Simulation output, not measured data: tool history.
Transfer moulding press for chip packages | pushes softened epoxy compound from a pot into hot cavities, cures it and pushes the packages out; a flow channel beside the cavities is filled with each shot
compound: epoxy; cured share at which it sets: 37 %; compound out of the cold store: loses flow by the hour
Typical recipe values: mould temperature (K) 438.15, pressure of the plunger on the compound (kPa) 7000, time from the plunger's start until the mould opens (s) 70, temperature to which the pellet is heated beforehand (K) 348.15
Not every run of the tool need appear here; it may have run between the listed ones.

| run | hour | mould temperature (K) | pressure of the plunger on the compound (kPa) | time from the plunger's start until the mould opens (s) | temperature to which the pellet is heated beforehand (K) | incoming compound's hours out of the cold store | length that the compound runs in the flow channel (mm) | greatest force on the pins that push the packages out (N) |
|---|---|---|---|---|---|---|---|---|
| 1 | 0.0 | 438.15 | 7000 | 70 | 348.15 | 41.3 | 632 | 797 |
| 2 | 29.5 | 438.15 | 7000 | 70 | 348.15 | 8.3 | 726 | 940 |
| 3 | 45.8 | 438.15 | 7000 | 70 | 348.15 | 27.5 | 665 | 681 |
| 4 | 66.0 | 438.15 | 7000 | 70 | 348.15 | 42.3 | 652 | 783 |
| 5 | 91.0 | 438.15 | 7000 | 70 | 348.15 | 35.7 | 668 | 882 |
| 6 | 125.4 | 438.15 | 7000 | 70 | 348.15 | 9.5 | 743 | 824 |
| 7 | 160.5 | 438.15 | 7000 | 70 | 348.15 | 40.8 | 648 | 930 |
| 8 | 178.2 | 438.15 | 7000 | 70 | 348.15 | 14.8 | 716 | 646 |
| 9 | 209.3 | 438.15 | 7000 | 70 | 348.15 | 13.2 | 717 | 873 |
| 10 | 223.9 | 438.15 | 7000 | 66 | 348.15 | 17.2 | 705 | 1079 |
| 11 | 249.5 | 438.15 | 7000 | 70 | 348.15 | 9.9 | 724 | 737 |
| 12 | 276.2 | 438.15 | 7000 | 70 | 348.15 | 18.8 | 697 | 850 |
| 13 | 313.4 | 438.15 | 8590 | 70 | 352.15 | 8.3 | 837 | 661 |
| 14 | 329.7 | 438.15 | 8590 | 62 | 351.15 | 30.6 | 758 | 967 |
| 15 | 362.1 | 438.15 | 8590 | 64 | 342.15 | 11.2 | 818 | 1188 |
| 16 | 385.0 | 438.15 | 6890 | 64 | 342.15 | 21.9 | 699 | 822 |
| 17 | 412.4 | 440.15 | 7000 | 70 | 355.15 | 32.7 | 663 | 731 |
| 18 | 440.9 | 431.15 | 7000 | 70 | 348.15 | 40.3 | 668 | 1501 |
| 19 | 457.0 | 431.15 | 7000 | 70 | 348.15 | 26.2 | 709 | 1179 |
| 20 | 489.0 | 431.15 | 7420 | 77 | 345.15 | 25.7 | 723 | 1212 |
| 21 | 504.6 | 431.15 | 7420 | 77 | 345.15 | 13.5 | 765 | 1356 |
| 22 | 535.8 | 431.15 | 5210 | 84 | 345.15 | 22.7 | 612 | 865 |
| 23 | 559.1 | 446.15 | 8740 | 70 | 351.15 | 24.2 | 759 | 609 |

Not shown here: 12 entries made in the log between runs. Locate each between two listed runs and compare the hidden state at the listed run before it with the hidden state at the listed run after it:
Run 2 -> run 3: cavities cleaned with cleaning compound and waxed (hour 35.5)
  true mould temperature over the reading, C: -0.53 -> -0.54; pressure that reaches the compound, % of what is set: 92.01 -> 91.5; grip of the stained cavities, % over clean ones': 60 -> 16.7
  the result without the hidden state subtracted from the measured one, length that the compound runs in the flow channel (mm): -29 -> -28; greatest force on the pins that push the packages out (N): +373 -> +117
Run 3 -> run 4: plunger's sealing rings changed (hour 54.0)
  true mould temperature over the reading, C: -0.54 -> -0.55; pressure that reaches the compound, % of what is set: 91.5 -> 99.31; grip of the stained cavities, % over clean ones': 16.7 -> 38.1
  the result without the hidden state subtracted from the measured one, length that the compound runs in the flow channel (mm): -28 -> +0; greatest force on the pins that push the packages out (N): +117 -> +233
Run 5 -> run 6: cavities cleaned with cleaning compound and waxed (hour 105.4)
  true mould temperature over the reading, C: -0.57 -> -0.59; pressure that reaches the compound, % of what is set: 98.49 -> 97.55; grip of the stained cavities, % over clean ones': 55 -> 32.6
  the result without the hidden state subtracted from the measured one, length that the compound runs in the flow channel (mm): -3 -> -7; greatest force on the pins that push the packages out (N): +330 -> +227
Run 7 -> run 8: cavities cleaned with cleaning compound and waxed (hour 173.8)
  true mould temperature over the reading, C: -0.62 -> -0.63; pressure that reaches the compound, % of what is set: 96.39 -> 95.76; grip of the stained cavities, % over clean ones': 58.4 -> 8.2
  the result without the hidden state subtracted from the measured one, length that the compound runs in the flow channel (mm): -11 -> -13; greatest force on the pins that push the packages out (N): +363 -> +73
Run 10 -> run 11: cavities cleaned with cleaning compound and waxed (hour 240.0)
  true mould temperature over the reading, C: -0.66 -> -0.68; pressure that reaches the compound, % of what is set: 94.28 -> 93.46; grip of the stained cavities, % over clean ones': 53.9 -> 16.5
  the result without the hidden state subtracted from the measured one, length that the compound runs in the flow channel (mm): -19 -> -23; greatest force on the pins that push the packages out (N): +408 -> +134
Run 12 -> run 13: plunger's sealing rings changed (hour 304.6); cavities cleaned with cleaning compound and waxed (hour 311.4)
  true mould temperature over the reading, C: -0.69 -> -0.72; pressure that reaches the compound, % of what is set: 92.63 -> 99.7; grip of the stained cavities, % over clean ones': 43.5 -> 7.7
  the result without the hidden state subtracted from the measured one, length that the compound runs in the flow channel (mm): -24 -> +2; greatest force on the pins that push the packages out (N): +284 -> +75
Run 15 -> run 16: cavities cleaned with cleaning compound and waxed (hour 379.2)
  true mould temperature over the reading, C: -0.75 -> -0.76; pressure that reaches the compound, % of what is set: 98.22 -> 97.51; grip of the stained cavities, % over clean ones': 55 -> 10.1
  the result without the hidden state subtracted from the measured one, length that the compound runs in the flow channel (mm): -5 -> -6; greatest force on the pins that push the packages out (N): +465 -> +117
Run 18 -> run 19: cavities cleaned with cleaning compound and waxed (hour 446.6)
  true mould temperature over the reading, C: -0.8 -> -0.81; pressure that reaches the compound, % of what is set: 95.76 -> 95.29; grip of the stained cavities, % over clean ones': 60.2 -> 16.1
  the result without the hidden state subtracted from the measured one, length that the compound runs in the flow channel (mm): -12 -> -14; greatest force on the pins that push the packages out (N): +617 -> +223
Run 21 -> run 22: cavities cleaned with cleaning compound and waxed (hour 515.6)
  true mould temperature over the reading, C: -0.84 -> -0.86; pressure that reaches the compound, % of what is set: 93.74 -> 92.75; grip of the stained cavities, % over clean ones': 58.2 -> 29.5
  the result without the hidden state subtracted from the measured one, length that the compound runs in the flow channel (mm): -22 -> -21; greatest force on the pins that push the packages out (N): +556 -> +240
Run 22 -> run 23: mould's thermocouples calibrated (hour 541.0); plunger's sealing rings changed (hour 559.1)
  true mould temperature over the reading, C: -0.86 -> -0.6; pressure that reaches the compound, % of what is set: 92.75 -> 99.95; grip of the stained cavities, % over clean ones': 29.5 -> 46.7
  the result without the hidden state subtracted from the measured one, length that the compound runs in the flow channel (mm): -21 -> +1; greatest force on the pins that push the packages out (N): +240 -> +199

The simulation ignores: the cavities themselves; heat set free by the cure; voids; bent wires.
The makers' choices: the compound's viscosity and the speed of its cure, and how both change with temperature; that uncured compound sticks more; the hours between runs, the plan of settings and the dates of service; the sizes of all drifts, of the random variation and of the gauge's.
